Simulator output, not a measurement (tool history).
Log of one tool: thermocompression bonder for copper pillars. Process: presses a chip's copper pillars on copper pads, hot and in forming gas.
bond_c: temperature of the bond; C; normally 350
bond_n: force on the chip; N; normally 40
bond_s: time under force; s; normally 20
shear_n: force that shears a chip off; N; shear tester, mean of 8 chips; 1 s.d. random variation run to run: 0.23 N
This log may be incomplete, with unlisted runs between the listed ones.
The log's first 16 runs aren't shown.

run	hour	bond_c	bond_n	bond_s	shear_n
17	220.7	322	40	20	40.6
18	233.7	350	40	20	54.7
19	250.4	350	40	48	69.1
20	264.3	350	33	20	46.2
21	277.7	352	40	20	55.4
22	295.1	323	36	20	37.2
# hour 298: force cell calibrated
23	316.8	323	36	20	36.9
24	331.6	322	27	36	34
25	348.9	322	27	36	33.8
26	365.6	329	42	54	62.4
27	383.5	351	27	11	30.5
28	401.1	351	27	11	30
# hour 410.2: force cell calibrated, once more
29	423.1	344	52	56	76.5
30	441.3	346	46	29	63.4
31	457.5	346	46	29	63.3
32	473.9	333	47	26	56.2
33	489.1	329	27	33	35
34	504	358	39	13	48.2
35	513.1	343	26	43	43.1

The next listed run, before its measurement:
36	525.8	348	24	30	?

Run 36 came out at shear_n 36.7 N.
With the hidden condition absent and the run-to-run variation left alone, this run would have shown shear_n 37.4 N.
